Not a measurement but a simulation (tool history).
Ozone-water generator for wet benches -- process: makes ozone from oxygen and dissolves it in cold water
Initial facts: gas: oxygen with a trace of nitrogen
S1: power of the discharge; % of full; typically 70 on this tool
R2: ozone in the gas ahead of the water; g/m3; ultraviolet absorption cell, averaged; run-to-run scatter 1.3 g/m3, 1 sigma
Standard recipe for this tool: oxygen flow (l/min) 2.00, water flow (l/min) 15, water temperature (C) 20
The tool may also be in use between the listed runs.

run 1 day=0.000 | S1=70 oxygen_flow_(l/min)=2.00 water_flow_(l/min)=15 water_temperature_(C)=20 | dissolved_ozone_(ppm)=17.2 R2=239.3
run 2 day=1.508 | S1=70 oxygen_flow_(l/min)=2.00 water_flow_(l/min)=15 water_temperature_(C)=20 | dissolved_ozone_(ppm)=17.2 R2=238.8
run 3 day=3.554 | S1=87 oxygen_flow_(l/min)=2.00 water_flow_(l/min)=15 water_temperature_(C)=20 | dissolved_ozone_(ppm)=20.0 R2=276.0
run 4 day=4.688 | S1=70 oxygen_flow_(l/min)=2.00 water_flow_(l/min)=15 water_temperature_(C)=20 | dissolved_ozone_(ppm)=16.9 R2=239.9
run 5 day=5.608 | S1=70 oxygen_flow_(l/min)=2.00 water_flow_(l/min)=15 water_temperature_(C)=20 | dissolved_ozone_(ppm)=17.1 R2=236.4
run 6 day=6.708 | S1=70 oxygen_flow_(l/min)=2.00 water_flow_(l/min)=15 water_temperature_(C)=20 | dissolved_ozone_(ppm)=16.9 R2=236.9
run 7 day=7.862 | S1=70 oxygen_flow_(l/min)=2.00 water_flow_(l/min)=15 water_temperature_(C)=20 | dissolved_ozone_(ppm)=16.9 R2=235.8
run 8 day=8.821 | S1=67 oxygen_flow_(l/min)=2.00 water_flow_(l/min)=15 water_temperature_(C)=20 | dissolved_ozone_(ppm)=16.7 R2=229.1
run 9 day=10.700 | S1=70 oxygen_flow_(l/min)=2.00 water_flow_(l/min)=15 water_temperature_(C)=20 | dissolved_ozone_(ppm)=17.0 R2=237.9
run 10 day=12.012 | S1=70 oxygen_flow_(l/min)=1.46 water_flow_(l/min)=15 water_temperature_(C)=20 | dissolved_ozone_(ppm)=16.5 R2=286.2
run 11 day=13.312 | S1=70 oxygen_flow_(l/min)=1.46 water_flow_(l/min)=15 water_temperature_(C)=20 | dissolved_ozone_(ppm)=16.6 R2=288.2
run 12 day=14.896 | S1=70 oxygen_flow_(l/min)=2.00 water_flow_(l/min)=15 water_temperature_(C)=14 | dissolved_ozone_(ppm)=18.1 R2=236.2
run 13 day=16.317 | S1=70 oxygen_flow_(l/min)=2.00 water_flow_(l/min)=15 water_temperature_(C)=20 | dissolved_ozone_(ppm)=16.8 R2=236.8
run 14 day=17.279 | S1=70 oxygen_flow_(l/min)=2.00 water_flow_(l/min)=15 water_temperature_(C)=20 | dissolved_ozone_(ppm)=17.1 R2=236.7
run 15 day=19.025 | S1=70 oxygen_flow_(l/min)=2.00 water_flow_(l/min)=15 water_temperature_(C)=20 | dissolved_ozone_(ppm)=16.8 R2=236.0
run 16 day=20.908 | S1=70 oxygen_flow_(l/min)=2.00 water_flow_(l/min)=15 water_temperature_(C)=27 | dissolved_ozone_(ppm)=15.9 R2=236.5
run 17 day=21.867 | S1=70 oxygen_flow_(l/min)=2.00 water_flow_(l/min)=15 water_temperature_(C)=27 | dissolved_ozone_(ppm)=15.6 R2=236.5
run 18 day=23.004 | S1=70 oxygen_flow_(l/min)=2.00 water_flow_(l/min)=15 water_temperature_(C)=27 | dissolved_ozone_(ppm)=15.7 R2=237.6
run 19 day=24.904 | S1=44 oxygen_flow_(l/min)=1.16 water_flow_(l/min)=11 water_temperature_(C)=20 | dissolved_ozone_(ppm)=15.7 R2=240.6
run 20 day=26.129 | S1=56 oxygen_flow_(l/min)=2.03 water_flow_(l/min)=13 water_temperature_(C)=15 | dissolved_ozone_(ppm)=17.3 R2=199.0
run 21 day=28.321 | S1=41 oxygen_flow_(l/min)=2.00 water_flow_(l/min)=14 water_temperature_(C)=13 | dissolved_ozone_(ppm)=13.2 R2=162.0
run 22 day=30.033 | S1=72 oxygen_flow_(l/min)=1.08 water_flow_(l/min)=17 water_temperature_(C)=20 | dissolved_ozone_(ppm)=14.1 R2=352.0
run 23 day=31.075 | S1=72 oxygen_flow_(l/min)=1.08 water_flow_(l/min)=17 water_temperature_(C)=20 | dissolved_ozone_(ppm)=13.8 R2=354.9
run 24 day=32.646 | S1=70 oxygen_flow_(l/min)=2.00 water_flow_(l/min)=15 water_temperature_(C)=19 | dissolved_ozone_(ppm)=16.7 R2=238.6
run 25 day=33.804 | S1=70 oxygen_flow_(l/min)=2.00 water_flow_(l/min)=15 water_temperature_(C)=19 | dissolved_ozone_(ppm)=16.8 R2=234.0
run 26 day=35.396 | S1=70 oxygen_flow_(l/min)=1.33 water_flow_(l/min)=15 water_temperature_(C)=20 | dissolved_ozone_(ppm)=16.0 R2=302.4
run 27 day=36.775 | S1=70 oxygen_flow_(l/min)=1.33 water_flow_(l/min)=15 water_temperature_(C)=20 | dissolved_ozone_(ppm)=15.7 R2=303.5
run 28 day=38.767 | S1=60 oxygen_flow_(l/min)=2.05 water_flow_(l/min)=15 water_temperature_(C)=20 | dissolved_ozone_(ppm)=15.1 R2=207.4
run 29 day=39.967 | S1=70 oxygen_flow_(l/min)=2.00 water_flow_(l/min)=20 water_temperature_(C)=20 | dissolved_ozone_(ppm)=12.5 R2=232.4
run 30 day=41.633 | S1=70 oxygen_flow_(l/min)=2.00 water_flow_(l/min)=22 water_temperature_(C)=20 | dissolved_ozone_(ppm)=11.6 R2=233.7

Run 31 is up next; what results do you expect?
run 31 day=42.979 | S1=70 oxygen_flow_(l/min)=1.48 water_flow_(l/min)=15 water_temperature_(C)=20 | dissolved_ozone_(ppm)=? R2=?

Run 31 came out at dissolved ozone (ppm) 16.3, R2 281.2 g/m3.
Were there no unlogged condition in the tool, this run, its random variation unchanged, would have produced dissolved ozone (ppm) 17.2, R2 287.9 g/m3.

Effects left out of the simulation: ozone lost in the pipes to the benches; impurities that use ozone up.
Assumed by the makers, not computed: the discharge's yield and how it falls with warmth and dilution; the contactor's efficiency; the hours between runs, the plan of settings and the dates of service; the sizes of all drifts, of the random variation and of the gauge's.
